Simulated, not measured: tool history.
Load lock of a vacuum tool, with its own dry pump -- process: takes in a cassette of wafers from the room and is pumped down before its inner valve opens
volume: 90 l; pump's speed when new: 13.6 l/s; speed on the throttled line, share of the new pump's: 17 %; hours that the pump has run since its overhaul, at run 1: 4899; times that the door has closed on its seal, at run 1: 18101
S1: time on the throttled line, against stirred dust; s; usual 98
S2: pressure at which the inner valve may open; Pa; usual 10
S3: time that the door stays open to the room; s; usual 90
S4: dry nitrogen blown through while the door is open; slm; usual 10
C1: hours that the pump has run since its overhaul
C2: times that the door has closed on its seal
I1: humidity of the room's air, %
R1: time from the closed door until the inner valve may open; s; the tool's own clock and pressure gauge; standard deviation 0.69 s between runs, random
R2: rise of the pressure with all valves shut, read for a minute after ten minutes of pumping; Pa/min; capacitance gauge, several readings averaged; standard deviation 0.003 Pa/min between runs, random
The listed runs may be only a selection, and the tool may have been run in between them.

run,day,S1,S2,S3,S4,C1,C2,I1,R1,R2
1,0.000,98,10,90,10,4899,18101,42.8,146.2,0.085
2,2.896,98,10,90,10,4969,18425,46.9,145.9,0.096
3,6.204,98,10,90,10,5048,18795,42.5,146.0,0.093
4,10.242,98,10,90,10,5145,19247,46.3,146.3,0.098
5,12.338,98,10,90,10,5196,19481,46.1,145.8,0.097
6,15.454,98,10,90,10,5270,19829,45.6,144.7,0.104
7,18.996,98,10,90,10,5355,20225,44.7,145.6,0.099
8,21.688,98,10,90,10,5420,20526,42.0,146.7,0.089
9,24.338,98,10,90,10,5484,20822,45.5,147.9,0.096
10,27.017,98,10,90,10,5548,21122,44.1,146.1,0.097
11,31.462,98,10,90,10,5655,21619,46.5,146.9,0.101
12,33.650,98,10,90,10,5707,21864,44.1,146.5,0.101
13,37.175,98,10,90,10,5792,22258,48.1,145.4,0.109
14,41.196,98,10,90,8,5888,22708,41.4,146.7,0.103
15,45.117,140,10,90,8,5982,23146,48.2,181.8,0.109
16,47.846,140,10,90,8,6048,23451,45.4,179.9,0.107
17,52.008,140,10,90,8,6148,23917,46.3,182.3,0.111
18,54.042,140,10,90,8,6196,24144,46.6,179.9,0.111
19,56.400,140,10,90,8,6253,24408,47.9,183.3,0.109
20,60.329,59,10,90,4,6347,24847,43.1,114.2,0.111
21,64.450,59,10,90,4,6446,25308,46.7,114.2,0.118
22,66.554,125,11,48,4,6497,25543,45.4,167.6,0.099
23,69.758,98,10,48,12,6574,25901,46.8,145.6,0.095
24,71.854,98,14,41,31,6624,26135,44.3,143.6,0.075
25,76.338,98,14,41,31,6732,26637,46.8,143.9,0.083
26,80.588,117,10,121,10,6834,27112,44.5,164.6,0.122
27,84.854,55,10,90,7,6936,27589,44.4,110.4,0.122
28,86.875,81,10,80,10,6985,27815,46.8,133.0,0.117
29,89.092,82,12,83,17,7038,28063,42.5,132.9,0.104
30,91.625,98,8,90,6,7098,28346,43.0,148.2,0.126
31,95.383,111,14,90,6,7189,28767,45.5,155.6,0.132
32,99.371,98,13,27,10,7284,29212,49.1,144.6,0.096
33,101.329,98,8,90,42,7331,29432,47.3,149.3,0.098
34,104.454,98,8,90,42,7406,29781,43.6,149.3,0.099
35,106.338,98,8,202,10,7452,29991,44.4,148.1,0.162
36,110.450,98,8,51,10,7550,30451,41.0,147.4,0.102
37,114.058,82,15,29,10,7637,30854,45.5,130.7,0.104
38,117.812,98,12,180,10,7727,31274,43.8,145.6,0.158

Forecast each of these 3 alternatives for the next run:
A,121.179,98,11,180,7,7808,31651,43.7,?,?
B,121.179,157,9,153,10,7808,31651,45.0,?,?
C,121.179,69,9,221,10,7808,31651,44.9,?,?

run,R1,R2
A,146.4,0.158
B,198.0,0.148
C,124.7,0.165
Without the tool's hidden state the same runs would have given:
run,R1,R2
A,142.4,0.086
B,194.8,0.077
C,120.1,0.093

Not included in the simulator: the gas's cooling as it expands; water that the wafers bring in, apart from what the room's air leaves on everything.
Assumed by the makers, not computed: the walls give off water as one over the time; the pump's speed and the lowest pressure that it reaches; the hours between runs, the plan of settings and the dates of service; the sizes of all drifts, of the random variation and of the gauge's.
